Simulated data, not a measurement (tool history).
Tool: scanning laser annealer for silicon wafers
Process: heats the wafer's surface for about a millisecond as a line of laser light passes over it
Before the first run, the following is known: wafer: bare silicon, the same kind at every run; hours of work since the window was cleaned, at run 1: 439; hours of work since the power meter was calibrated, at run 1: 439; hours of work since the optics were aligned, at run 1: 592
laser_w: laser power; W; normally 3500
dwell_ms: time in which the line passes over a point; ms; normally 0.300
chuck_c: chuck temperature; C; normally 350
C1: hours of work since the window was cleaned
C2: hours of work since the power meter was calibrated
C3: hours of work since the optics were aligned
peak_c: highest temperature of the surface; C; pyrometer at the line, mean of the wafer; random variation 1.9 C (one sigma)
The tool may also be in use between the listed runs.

Run 1, hour 0.0: usual settings; C1 439; C2 439; C3 592. Result: peak_c 1089 C.
At hour 6.3: window over the wafer cleaned.
Run 2, hour 52.8: usual settings; C1 26; C2 468; C3 621. Result: peak_c 1126 C.
Run 3, hour 99.0: usual settings; C1 53; C2 494; C3 647. Result: peak_c 1123 C.
Run 4, hour 132.5: usual settings; C1 72; C2 514; C3 666. Result: peak_c 1120 C.
Run 5, hour 158.5: usual settings but laser_w 3512 W; C1 87; C2 528; C3 681. Result: peak_c 1125 C.
Run 6, hour 187.3: usual settings but laser_w 3241 W; C1 103; C2 545; C3 698. Result: peak_c 1062 C.
Run 7, hour 238.4: usual settings but laser_w 3241 W; C1 132; C2 574; C3 727. Result: peak_c 1060 C.
Run 8, hour 276.5: usual settings but laser_w 3472 W; C1 154; C2 596; C3 748. Result: peak_c 1110 C.
Run 9, hour 313.2: usual settings but laser_w 3472 W; C1 175; C2 617; C3 769. Result: peak_c 1103 C.
Run 10, hour 340.7: usual settings but laser_w 3472 W; C1 191; C2 632; C3 785. Result: peak_c 1105 C.
At hour 385.1: optics aligned, line set to its width.
Run 11, hour 397.4: usual settings; C1 220; C2 662; C3 7. Result: peak_c 1118 C.
At hour 403.7: laser's power meter calibrated.
Run 12, hour 448.2: usual settings but chuck_c 370 C; C1 247; C2 25; C3 34. Result: peak_c 1136 C.
Run 13, hour 472.8: usual settings but chuck_c 370 C; C1 261; C2 39; C3 48. Result: peak_c 1136 C.
Run 14, hour 504.6: usual settings but chuck_c 370 C; C1 280; C2 58; C3 66. Result: peak_c 1134 C.
At hour 514.4: laser's power meter calibrated, once more.
Run 15, hour 550.2: usual settings but chuck_c 370 C; C1 304; C2 20; C3 91. Result: peak_c 1130 C.
Run 16, hour 578.3: usual settings but dwell_ms 0.251 ms, chuck_c 370 C; C1 320; C2 36; C3 107. Result: peak_c 1060 C.
Run 17, hour 610.4: usual settings but dwell_ms 0.251 ms, chuck_c 370 C; C1 338; C2 55; C3 125. Result: peak_c 1060 C.
Run 18, hour 649.2: usual settings but dwell_ms 0.251 ms, chuck_c 371 C; C1 360; C2 77; C3 147. Result: peak_c 1053 C.
Run 19, hour 684.4: usual settings but dwell_ms 0.251 ms, chuck_c 371 C; C1 380; C2 97; C3 167. Result: peak_c 1053 C.
Run 20, hour 712.9: usual settings but dwell_ms 0.251 ms, chuck_c 371 C; C1 397; C2 113; C3 184. Result: peak_c 1050 C.
Run 21, hour 743.6: usual settings but laser_w 3642 W, dwell_ms 0.233 ms, chuck_c 312 C; C1 414; C2 131; C3 201. Result: peak_c 988 C.
Run 22, hour 780.3: usual settings but dwell_ms 0.226 ms, chuck_c 340 C; C1 435; C2 152; C3 222. Result: peak_c 980 C.
At hour 792.6: window over the wafer cleaned.
Run 23, hour 811.8: usual settings but dwell_ms 0.226 ms, chuck_c 338 C; C1 11; C2 169; C3 239. Result: peak_c 1006 C.
Run 24, hour 846.1: usual settings but laser_w 2989 W, dwell_ms 0.235 ms, chuck_c 361 C; C1 31; C2 188; C3 258. Result: peak_c 941 C.
Run 25, hour 867.4: usual settings but laser_w 2989 W, dwell_ms 0.241 ms; C1 43; C2 200; C3 271. Result: peak_c 938 C.
Run 26, hour 913.6: usual settings but laser_w 3151 W, chuck_c 357 C; C1 69; C2 227; C3 297. Result: peak_c 1059 C.
Run 27, hour 958.2: usual settings but laser_w 3151 W, chuck_c 357 C; C1 94; C2 252; C3 322. Result: peak_c 1057 C.
Run 28, hour 985.5: usual settings but laser_w 3151 W, dwell_ms 0.273 ms, chuck_c 357 C; C1 110; C2 268; C3 338. Result: peak_c 1018 C.
Run 29, hour 1022.3: usual settings but laser_w 3151 W, dwell_ms 0.273 ms, chuck_c 357 C; C1 131; C2 289; C3 359. Result: peak_c 1015 C.
Run 30, hour 1068.5: usual settings but laser_w 3151 W, dwell_ms 0.273 ms, chuck_c 357 C; C1 157; C2 315; C3 385. Result: peak_c 1015 C.
Run 31, hour 1103.0: usual settings but laser_w 3388 W, dwell_ms 0.284 ms, chuck_c 358 C; C1 177; C2 335; C3 405. Result: peak_c 1077 C.
Run 32, hour 1127.6: usual settings but laser_w 3388 W, dwell_ms 0.284 ms, chuck_c 358 C; C1 191; C2 349; C3 419. Result: peak_c 1076 C.
Run 33, hour 1154.2: usual settings but laser_w 3238 W, dwell_ms 0.284 ms, chuck_c 375 C; C1 206; C2 364; C3 434. Result: peak_c 1061 C.
Run 34, hour 1192.7: usual settings but dwell_ms 0.299 ms; C1 228; C2 386; C3 456. Result: peak_c 1113 C.
Run 35, hour 1214.9: usual settings but laser_w 3728 W, dwell_ms 0.309 ms, chuck_c 334 C; C1 241; C2 398; C3 469. Result: peak_c 1162 C.
Run 36, hour 1237.7: usual settings but laser_w 3830 W, dwell_ms 0.235 ms, chuck_c 310 C; C1 254; C2 411; C3 482. Result: peak_c 1035 C.
Run 37, hour 1271.0: usual settings but dwell_ms 0.332 ms; C1 273; C2 430; C3 501. Result: peak_c 1154 C.
Run 38, hour 1308.6: usual settings but laser_w 3089 W, chuck_c 372 C; C1 294; C2 452; C3 522. Result: peak_c 1040 C.

Describe how what the log doesn't record of the tool's condition differs between the last listed run preceding each entry between runs and the first listed run following it.
Run 1 -> run 2: window over the wafer cleaned (hour 6.3)
  light that passes the window, % of a clean one's: 94.92 -> 99.64; laser's true power over the reading, %: -0.17 -> -0.18; width of the line over the set one, %: 2.87 -> 3.01
  what was measured, less what the result would be without the hidden state, peak_c: -50 -> -14 C
Run 10 -> run 11: optics aligned, line set to its width (hour 385.1)
  light that passes the window, % of a clean one's: 97.95 -> 97.66; width of the line over the set one, %: 3.82 -> 0.06
  what was measured, less what the result would be without the hidden state, peak_c: -30 -> -20 C
Run 11 -> run 12: laser's power meter calibrated (hour 403.7)
  light that passes the window, % of a clean one's: 97.66 -> 97.4; laser's true power over the reading, %: -0.22 -> -0.35; width of the line over the set one, %: 0.06 -> 0.19
  what was measured, less what the result would be without the hidden state, peak_c: -20 -> -23 C
Run 14 -> run 15: laser's power meter calibrated, once more (hour 514.4)
  light that passes the window, % of a clean one's: 97.07 -> 96.83; laser's true power over the reading, %: -0.36 -> -0.07; width of the line over the set one, %: 0.34 -> 0.45
  what was measured, less what the result would be without the hidden state, peak_c: -27 -> -27 C
Run 22 -> run 23: window over the wafer cleaned (hour 792.6)
  light that passes the window, % of a clean one's: 95.48 -> 99.82; laser's true power over the reading, %: -0.1 -> -0.11; width of the line over the set one, %: 1.11 -> 1.19
  what was measured, less what the result would be without the hidden state, peak_c: -34 -> -5 C
